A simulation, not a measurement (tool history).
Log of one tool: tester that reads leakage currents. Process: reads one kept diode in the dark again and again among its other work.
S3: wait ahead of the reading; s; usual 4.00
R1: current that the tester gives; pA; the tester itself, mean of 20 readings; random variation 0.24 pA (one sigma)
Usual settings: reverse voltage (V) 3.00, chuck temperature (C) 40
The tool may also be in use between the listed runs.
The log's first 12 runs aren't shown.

Run 13, hour 439.6: usual settings but S3 0.70 s. Result: R1 77.42 pA.
Run 14, hour 483.1: usual settings but S3 0.70 s. Result: R1 76.99 pA.
Run 15, hour 539.7: usual settings but S3 0.70 s. Result: R1 77.09 pA.
Run 16, hour 590.8: usual settings but S3 0.70 s. Result: R1 77.32 pA.
Run 17, hour 621.4: usual settings but S3 0.70 s. Result: R1 77.37 pA.
Run 18, hour 671.1: usual settings but S3 0.70 s. Result: R1 76.63 pA.
Run 19, hour 722.5: usual settings but chuck temperature (C) 20. Result: R1 15.12 pA.
Run 20, hour 749.6: usual settings but chuck temperature (C) 20. Result: R1 15.20 pA.
Run 21, hour 793.4: usual settings but reverse voltage (V) 5.30, S3 3.28 s. Result: R1 97.64 pA.
Run 22, hour 823.2: usual settings but reverse voltage (V) 1.17, S3 3.28 s. Result: R1 51.54 pA.
Run 23, hour 852.6: usual settings but S3 0.45 s. Result: R1 77.30 pA.
Run 24, hour 881.6: usual settings but reverse voltage (V) 2.16, S3 9.45 s. Result: R1 66.80 pA.
Run 25, hour 914.7: usual settings but reverse voltage (V) 5.04, S3 9.45 s. Result: R1 95.16 pA.
Run 26, hour 967.5: usual settings but reverse voltage (V) 7.42, chuck temperature (C) 26, S3 8.75 s. Result: R1 37.19 pA.
Run 27, hour 1016.1: usual settings but reverse voltage (V) 5.03, chuck temperature (C) 29. Result: R1 40.08 pA.
Run 28, hour 1055.9: usual settings but reverse voltage (V) 3.63, chuck temperature (C) 47. Result: R1 140.06 pA.
Run 29, hour 1095.3: usual settings but reverse voltage (V) 3.63, chuck temperature (C) 47. Result: R1 139.30 pA.
Run 30, hour 1125.4: usual settings but reverse voltage (V) 6.66, chuck temperature (C) 47, S3 0.70 s. Result: R1 181.78 pA.
Run 31, hour 1149.5: usual settings but reverse voltage (V) 2.44, chuck temperature (C) 33, S3 2.14 s. Result: R1 40.65 pA.
Run 32, hour 1200.9: usual settings but reverse voltage (V) 1.25, chuck temperature (C) 30, S3 0.50 s. Result: R1 24.43 pA.
Run 33, hour 1239.0: usual settings but reverse voltage (V) 8.89, chuck temperature (C) 30, S3 0.50 s. Result: R1 57.88 pA.
Run 34, hour 1274.6: usual settings but reverse voltage (V) 2.39, chuck temperature (C) 32, S3 2.48 s. Result: R1 37.34 pA.

The next listed run, before its measurement:
Run 35, hour 1326.7: usual settings but reverse voltage (V) 2.39, chuck temperature (C) 32, S3 2.48 s. Result: R1 ?.

{"run 35": {"R1": 37.22}}
Without the tool's hidden state the same run would have given R1 37.20 pA.
